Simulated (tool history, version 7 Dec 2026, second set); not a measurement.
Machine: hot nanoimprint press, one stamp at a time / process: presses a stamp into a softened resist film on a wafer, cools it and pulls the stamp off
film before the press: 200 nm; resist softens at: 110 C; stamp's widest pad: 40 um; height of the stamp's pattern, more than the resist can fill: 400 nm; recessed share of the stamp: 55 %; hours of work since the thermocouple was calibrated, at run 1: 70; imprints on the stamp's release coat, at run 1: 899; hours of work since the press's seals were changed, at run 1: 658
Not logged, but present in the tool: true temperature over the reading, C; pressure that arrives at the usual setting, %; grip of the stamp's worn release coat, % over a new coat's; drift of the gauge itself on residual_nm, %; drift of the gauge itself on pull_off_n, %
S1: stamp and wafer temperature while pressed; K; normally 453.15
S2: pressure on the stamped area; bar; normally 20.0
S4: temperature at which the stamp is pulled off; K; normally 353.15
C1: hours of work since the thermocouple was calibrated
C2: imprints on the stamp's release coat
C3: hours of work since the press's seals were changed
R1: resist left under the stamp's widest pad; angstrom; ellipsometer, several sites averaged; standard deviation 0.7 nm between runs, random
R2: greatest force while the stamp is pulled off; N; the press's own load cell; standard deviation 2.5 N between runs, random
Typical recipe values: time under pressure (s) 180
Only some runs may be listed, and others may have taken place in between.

{"run": 1, "hour": 0.0, "S1": 453.15, "S2": 20.0, "time under pressure (s)": 180, "S4": 353.15, "C1": 70, "C2": 899, "C3": 658, "R1": 831, "R2": 149}
{"hour": 38.8, "done": "stamp cleaned and given a new release coat"}
{"run": 2, "hour": 94.7, "S1": 453.15, "S2": 20.0, "time under pressure (s)": 195, "S4": 353.15, "C1": 109, "C2": 145, "C3": 697, "R1": 806, "R2": 123}
{"run": 3, "hour": 185.9, "S1": 453.15, "S2": 20.0, "time under pressure (s)": 180, "S4": 354.15, "C1": 149, "C2": 382, "C3": 738, "R1": 827, "R2": 128}
{"run": 4, "hour": 249.7, "S1": 453.15, "S2": 20.0, "time under pressure (s)": 180, "S4": 354.15, "C1": 177, "C2": 548, "C3": 766, "R1": 816, "R2": 131}
{"run": 5, "hour": 323.3, "S1": 453.15, "S2": 20.0, "time under pressure (s)": 180, "S4": 354.15, "C1": 210, "C2": 739, "C3": 798, "R1": 796, "R2": 135}
{"hour": 422.2, "done": "stamp cleaned and given a new release coat"}
{"run": 6, "hour": 422.2, "S1": 453.15, "S2": 20.9, "time under pressure (s)": 180, "S4": 354.15, "C1": 251, "C2": 0, "C3": 839, "R1": 782, "R2": 115}
{"run": 7, "hour": 486.5, "S1": 453.15, "S2": 20.9, "time under pressure (s)": 180, "S4": 350.15, "C1": 279, "C2": 167, "C3": 868, "R1": 765, "R2": 131}
{"run": 8, "hour": 531.0, "S1": 453.15, "S2": 20.9, "time under pressure (s)": 180, "S4": 350.15, "C1": 299, "C2": 283, "C3": 887, "R1": 791, "R2": 130}
{"run": 9, "hour": 603.7, "S1": 453.15, "S2": 20.0, "time under pressure (s)": 180, "S4": 353.15, "C1": 331, "C2": 472, "C3": 919, "R1": 789, "R2": 133}
{"run": 10, "hour": 696.2, "S1": 453.15, "S2": 20.0, "time under pressure (s)": 180, "S4": 353.15, "C1": 372, "C2": 712, "C3": 960, "R1": 768, "R2": 137}
{"run": 11, "hour": 760.1, "S1": 453.15, "S2": 20.0, "time under pressure (s)": 180, "S4": 353.15, "C1": 400, "C2": 878, "C3": 988, "R1": 787, "R2": 135}
{"hour": 810.2, "done": "stamp cleaned and given a new release coat"}
{"run": 12, "hour": 814.8, "S1": 453.15, "S2": 24.8, "time under pressure (s)": 180, "S4": 353.15, "C1": 421, "C2": 12, "C3": 1010, "R1": 699, "R2": 108}
{"run": 13, "hour": 892.6, "S1": 453.15, "S2": 14.8, "time under pressure (s)": 180, "S4": 353.15, "C1": 456, "C2": 214, "C3": 1044, "R1": 886, "R2": 117}
{"hour": 949.2, "done": "plate thermocouple calibrated"}
{"run": 14, "hour": 989.3, "S1": 453.15, "S2": 14.8, "time under pressure (s)": 180, "S4": 353.15, "C1": 18, "C2": 458, "C3": 1086, "R1": 985, "R2": 131}
{"run": 15, "hour": 1069.6, "S1": 453.15, "S2": 14.8, "time under pressure (s)": 180, "S4": 353.15, "C1": 53, "C2": 666, "C3": 1121, "R1": 971, "R2": 136}
{"run": 16, "hour": 1144.0, "S1": 453.15, "S2": 12.2, "time under pressure (s)": 198, "S4": 353.15, "C1": 86, "C2": 859, "C3": 1154, "R1": 1031, "R2": 140}
{"hour": 1202.0, "done": "stamp cleaned and given a new release coat"}
{"run": 17, "hour": 1234.1, "S1": 449.15, "S2": 12.2, "time under pressure (s)": 198, "S4": 353.15, "C1": 123, "C2": 84, "C3": 1191, "R1": 1234, "R2": 118}
{"run": 18, "hour": 1309.6, "S1": 449.15, "S2": 12.2, "time under pressure (s)": 198, "S4": 353.15, "C1": 156, "C2": 280, "C3": 1224, "R1": 1224, "R2": 124}
{"run": 19, "hour": 1397.8, "S1": 462.15, "S2": 20.0, "time under pressure (s)": 180, "S4": 339.15, "C1": 195, "C2": 509, "C3": 1263, "R1": 539, "R2": 155}
{"run": 20, "hour": 1470.8, "S1": 462.15, "S2": 20.0, "time under pressure (s)": 180, "S4": 339.15, "C1": 228, "C2": 699, "C3": 1296, "R1": 520, "R2": 158}
{"run": 21, "hour": 1512.3, "S1": 460.15, "S2": 20.0, "time under pressure (s)": 329, "S4": 353.15, "C1": 246, "C2": 806, "C3": 1314, "R1": 450, "R2": 143}
{"run": 22, "hour": 1560.5, "S1": 450.15, "S2": 15.8, "time under pressure (s)": 104, "S4": 349.15, "C1": 267, "C2": 931, "C3": 1335, "R1": 1268, "R2": 152}
{"hour": 1587.8, "done": "stamp cleaned and given a new release coat"}
{"run": 23, "hour": 1618.3, "S1": 450.15, "S2": 15.8, "time under pressure (s)": 104, "S4": 357.15, "C1": 290, "C2": 79, "C3": 1358, "R1": 1243, "R2": 108}
{"hour": 1646.5, "done": "press's hydraulic seals changed and the load cell set to zero"}
{"run": 24, "hour": 1672.5, "S1": 452.15, "S2": 18.3, "time under pressure (s)": 187, "S4": 354.15, "C1": 310, "C2": 199, "C3": 11, "R1": 818, "R2": 116}
{"run": 25, "hour": 1767.9, "S1": 464.15, "S2": 12.8, "time under pressure (s)": 187, "S4": 338.15, "C1": 353, "C2": 447, "C3": 54, "R1": 552, "R2": 147}
{"run": 26, "hour": 1815.3, "S1": 453.15, "S2": 26.0, "time under pressure (s)": 180, "S4": 353.15, "C1": 373, "C2": 570, "C3": 74, "R1": 647, "R2": 137}
{"run": 27, "hour": 1859.9, "S1": 456.15, "S2": 26.0, "time under pressure (s)": 125, "S4": 353.15, "C1": 393, "C2": 686, "C3": 94, "R1": 634, "R2": 135}
{"run": 28, "hour": 1922.2, "S1": 456.15, "S2": 26.0, "time under pressure (s)": 125, "S4": 353.15, "C1": 421, "C2": 847, "C3": 122, "R1": 634, "R2": 139}
{"run": 29, "hour": 1965.4, "S1": 453.15, "S2": 13.3, "time under pressure (s)": 180, "S4": 353.15, "C1": 440, "C2": 960, "C3": 141, "R1": 919, "R2": 143}
{"hour": 1982.5, "done": "stamp cleaned and given a new release coat"}
{"hour": 2062.4, "done": "plate thermocouple calibrated"}
{"run": 30, "hour": 2062.4, "S1": 448.15, "S2": 13.3, "time under pressure (s)": 180, "S4": 350.15, "C1": 0, "C2": 199, "C3": 180, "R1": 1274, "R2": 129}

What if the next run were any one of these 3? Each begins from the tool's condition after run 30:
{"run": "A", "hour": 2142.6, "S1": 453.15, "S2": 14.4, "time under pressure (s)": 101, "S4": 347.15, "C1": 35, "C2": 407, "C3": 215, "R1": "?", "R2": "?"}
{"run": "B", "hour": 2142.6, "S1": 456.15, "S2": 12.1, "time under pressure (s)": 180, "S4": 343.15, "C1": 35, "C2": 407, "C3": 215, "R1": "?", "R2": "?"}
{"run": "C", "hour": 2142.6, "S1": 453.15, "S2": 31.9, "time under pressure (s)": 180, "S4": 353.15, "C1": 35, "C2": 407, "C3": 215, "R1": "?", "R2": "?"}

run=A R1=1154 R2=142
run=B R1=909 R2=146
run=C R1=650 R2=129
Stripped of hidden state, with their random variation kept, the same runs would have yielded:
run=A R1=1158 R2=128
run=B R1=913 R2=133
run=C R1=647 R2=117

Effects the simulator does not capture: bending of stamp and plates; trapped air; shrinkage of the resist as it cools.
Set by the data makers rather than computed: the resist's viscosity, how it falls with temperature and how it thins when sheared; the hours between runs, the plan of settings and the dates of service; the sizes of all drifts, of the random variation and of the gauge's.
